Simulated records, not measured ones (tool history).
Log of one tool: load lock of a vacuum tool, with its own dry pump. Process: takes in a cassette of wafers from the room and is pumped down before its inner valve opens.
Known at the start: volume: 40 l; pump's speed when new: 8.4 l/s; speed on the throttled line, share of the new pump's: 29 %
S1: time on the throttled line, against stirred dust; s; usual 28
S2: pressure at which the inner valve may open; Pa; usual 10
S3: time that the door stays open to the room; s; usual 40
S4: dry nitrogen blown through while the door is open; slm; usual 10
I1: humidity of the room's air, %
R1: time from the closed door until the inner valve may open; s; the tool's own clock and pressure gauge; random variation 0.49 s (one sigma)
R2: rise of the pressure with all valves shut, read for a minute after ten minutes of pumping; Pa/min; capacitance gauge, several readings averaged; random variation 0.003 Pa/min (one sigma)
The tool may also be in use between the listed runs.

run 1 hour=0 | S1=28 S2=10 S3=40 S4=10 | I1=45.2 | R1=70.9 R2=0.04
run 2 hour=488.4 | S1=28 S2=17 S3=40 S4=10 | I1=46.4 | R1=68.3 R2=0.045
run 3 hour=843.6 | S1=28 S2=17 S3=40 S4=10 | I1=46.3 | R1=69.3 R2=0.057
run 4 hour=1331.3 | S1=28 S2=10 S3=40 S4=10 | I1=48 | R1=71.3 R2=0.065
run 5 hour=2028 | S1=28 S2=10 S3=40 S4=10 | I1=45 | R1=73.7 R2=0.099
run 6 hour=2743 | S1=28 S2=10 S3=40 S4=10 | I1=44.3 | R1=74.5 R2=0.111
run 7 hour=3065.9 | S1=28 S2=10 S3=40 S4=10 | I1=45 | R1=73.6 R2=0.13
run 8 hour=3548 | S1=28 S2=10 S3=40 S4=10 | I1=45.2 | R1=74.9 R2=0.154
run 9 hour=4113.4 | S1=28 S2=10 S3=223 S4=10 | I1=47.7 | R1=74.1 R2=0.214
run 10 hour=4761.8 | S1=28 S2=10 S3=223 S4=10 | I1=47.3 | R1=75.5 R2=0.261
run 11 hour=5071 | S1=28 S2=10 S3=162 S4=10 | I1=43.7 | R1=77.1 R2=0.27
run 12 hour=5527.1 | S1=28 S2=10 S3=162 S4=10 | I1=46.7 | R1=76 R2=0.31
run 13 hour=6134.3 | S1=28 S2=10 S3=162 S4=10 | I1=44 | R1=77.9 R2=0.341
run 14 hour=6511.1 | S1=28 S2=10 S3=162 S4=10 | I1=42.3 | R1=77.7 R2=0.364
run 15 hour=7102.8 | S1=28 S2=10 S3=162 S4=10 | I1=45.8 | R1=64.6 R2=0.405
run 16 hour=7396.8 | S1=28 S2=10 S3=40 S4=41 | I1=44.5 | R1=64.9 R2=0.398
run 17 hour=7825.2 | S1=28 S2=10 S3=40 S4=33 | I1=44.1 | R1=65.5 R2=0.439
run 18 hour=8306.6 | S1=22 S2=10 S3=40 S4=10 | I1=40.7 | R1=60.7 R2=0.497
run 19 hour=8663.9 | S1=28 S2=10 S3=40 S4=4 | I1=43.8 | R1=65.4 R2=0.545
run 20 hour=9276.5 | S1=28 S2=10 S3=40 S4=4 | I1=44.3 | R1=66.6 R2=0.602
run 21 hour=9800.2 | S1=28 S2=10 S3=40 S4=4 | I1=48.2 | R1=67 R2=0.053
run 22 hour=10487.2 | S1=55 S2=10 S3=31 S4=16 | I1=45.6 | R1=85.4 R2=0.041
run 23 hour=11012.7 | S1=27 S2=11 S3=78 S4=6 | I1=46.6 | R1=66.5 R2=0.087
run 24 hour=11472.3 | S1=14 S2=11 S3=80 S4=6 | I1=44.3 | R1=58.7 R2=0.102
run 25 hour=12183.7 | S1=35 S2=11 S3=152 S4=6 | I1=44 | R1=73.2 R2=0.137
run 26 hour=12616 | S1=48 S2=10 S3=40 S4=10 | I1=44.7 | R1=82.9 R2=0.126
run 27 hour=13133.3 | S1=20 S2=10 S3=106 S4=10 | I1=40.7 | R1=65.1 R2=0.154
run 28 hour=13582.7 | S1=50 S2=8 S3=40 S4=10 | I1=45.9 | R1=84.9 R2=0.171
run 29 hour=14159.2 | S1=28 S2=16 S3=42 S4=10 | I1=44.2 | R1=68.4 R2=0.194
run 30 hour=14651.4 | S1=28 S2=8 S3=41 S4=9 | I1=40.8 | R1=72.9 R2=0.232
run 31 hour=15300.5 | S1=25 S2=8 S3=41 S4=39 | I1=43 | R1=71.2 R2=0.258
run 32 hour=15669 | S1=27 S2=15 S3=138 S4=5 | I1=45.5 | R1=69.2 R2=0.331
run 33 hour=16052.2 | S1=25 S2=10 S3=41 S4=10 | I1=49 | R1=70.3 R2=0.322
run 34 hour=16748.6 | S1=25 S2=15 S3=190 S4=13 | I1=46.1 | R1=68.6 R2=0.389
run 35 hour=17166.6 | S1=25 S2=15 S3=190 S4=6 | I1=40 | R1=69.4 R2=0.434
run 36 hour=17643.5 | S1=43 S2=15 S3=190 S4=14 | I1=45.4 | R1=80.9 R2=0.474
run 37 hour=18232.4 | S1=43 S2=15 S3=190 S4=14 | I1=43.7 | R1=82.4 R2=0.514

Not shown: 2 entries that the log had between the listed runs. Between which runs, and how does the tool's hidden state differ before and after?
Between runs 14 and 15: dry pump taken out, an overhauled one fitted (hour 6574.7)
  pump's speed, % of a new pump's: 72 -> 97.3; leak at the door's seal, Pa l/s: 0.2089 -> 0.2404
  measured less the result without the state, R1: +14.1 -> +1 s; R2: +0.315 -> +0.353 Pa/min
Between runs 20 and 21: door's seal changed, seat wiped (hour 9770.4)
  pump's speed, % of a new pump's: 93.2 -> 92.1; leak at the door's seal, Pa l/s: 0.3755 -> 0.0025
  measured less the result without the state, R1: +2.7 -> +3.1 s; R2: +0.554 -> +0.001 Pa/min
